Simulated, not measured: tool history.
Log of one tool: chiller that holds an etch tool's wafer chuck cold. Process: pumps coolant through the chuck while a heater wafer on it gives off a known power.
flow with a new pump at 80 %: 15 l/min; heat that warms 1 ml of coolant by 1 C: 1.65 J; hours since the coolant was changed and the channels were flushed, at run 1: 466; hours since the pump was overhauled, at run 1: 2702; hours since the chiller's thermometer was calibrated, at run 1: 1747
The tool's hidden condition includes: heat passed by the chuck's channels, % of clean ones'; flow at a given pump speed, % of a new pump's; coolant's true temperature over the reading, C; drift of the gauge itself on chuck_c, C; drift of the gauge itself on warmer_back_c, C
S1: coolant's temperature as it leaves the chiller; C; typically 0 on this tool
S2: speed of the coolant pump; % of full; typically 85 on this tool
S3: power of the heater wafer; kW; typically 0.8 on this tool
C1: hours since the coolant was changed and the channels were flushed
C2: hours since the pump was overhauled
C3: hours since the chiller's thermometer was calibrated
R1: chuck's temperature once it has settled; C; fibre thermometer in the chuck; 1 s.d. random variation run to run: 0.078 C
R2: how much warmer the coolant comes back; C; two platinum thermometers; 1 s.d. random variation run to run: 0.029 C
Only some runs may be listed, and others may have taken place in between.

run,day,S1,S2,S3,C1,C2,C3,R1,R2
1,0,0,85,0.8,466,2702,1747,6.41,1.79
2,2.871,0,85,0.8,535,2771,1816,6.44,1.84
3,6.05,0,85,0.8,611,2847,1892,6.42,1.83
4,9.75,0,85,0.8,700,2936,1981,6.3,1.75
5,11.875,0,85,0.8,751,2987,2032,6.32,1.84
6,15.121,0,85,0.472,829,3065,2110,3.77,1
7,17.592,0,85,0.472,888,3124,2169,3.82,1.01
8,21.479,2,85,0.472,981,3217,2263,5.64,0.96
9,25.071,2,85,0.472,1068,3304,2349,5.86,0.98
10,29.175,2,85,0.472,1166,3402,2447,5.86,0.99
11,33.229,0,85,0.8,1263,3499,2545,6.4,1.74
12,35.25,0,85,0.8,1312,3548,2593,6.37,1.7
13,38.025,0,85,0.8,1379,3615,2660,6.4,1.67
14,41.138,0,85,0.8,1453,3689,2735,6.44,1.65
15,43.375,2,70,0.469,1507,3743,2788,6.3,1.18
16,46.612,2,84,0.923,1585,3821,2866,9.45,1.96
17,50.104,2,84,0.89,1668,3904,2950,9.18,1.85
18,52.392,2,84,0.89,1723,3959,3005,9.22,1.85
19,54.933,-5,88,0.55,1784,4020,3066,-0.58,1
20,58.35,-2,74,0.41,1866,4102,3148,1.76,0.91
21,62.125,-2,74,0.41,1957,4193,3238,1.72,0.88
22,66.008,-2,74,0.41,2050,4286,3331,1.51,0.85
23,69.012,-2,74,0.41,2122,4358,3404,1.62,0.88
24,70.9,-2,74,0.41,2168,4404,3449,1.51,0.84
25,72.967,-2,74,0.41,2217,4453,3498,1.76,0.85
26,75.058,-2,71,0.546,2267,4503,3549,3.08,1.27
27,77.192,-2,71,0.546,2319,4555,3600,3.02,1.23
28,78.85,0,75,0.8,2358,4594,3640,6.98,1.84

Below, each run's measurement less what the same run would have read without the hidden state. Both values contain the same run-to-run variation, but the gauge's scatter may not be the same in both:
run,R2
1,+0
2,-0.01
3,-0.02
4,-0.03
5,-0.03
6,-0.05
7,-0.05
8,-0.07
9,-0.08
10,-0.09
11,-0.1
12,-0.11
13,-0.12
14,-0.13
15,-0.14
16,-0.15
17,-0.16
18,-0.17
19,-0.17
20,-0.19
21,-0.2
22,-0.21
23,-0.22
24,-0.23
25,-0.23
26,-0.24
27,-0.25
28,-0.25
For R1, the value without the hidden state is never more than 0.01 C from the measured value.

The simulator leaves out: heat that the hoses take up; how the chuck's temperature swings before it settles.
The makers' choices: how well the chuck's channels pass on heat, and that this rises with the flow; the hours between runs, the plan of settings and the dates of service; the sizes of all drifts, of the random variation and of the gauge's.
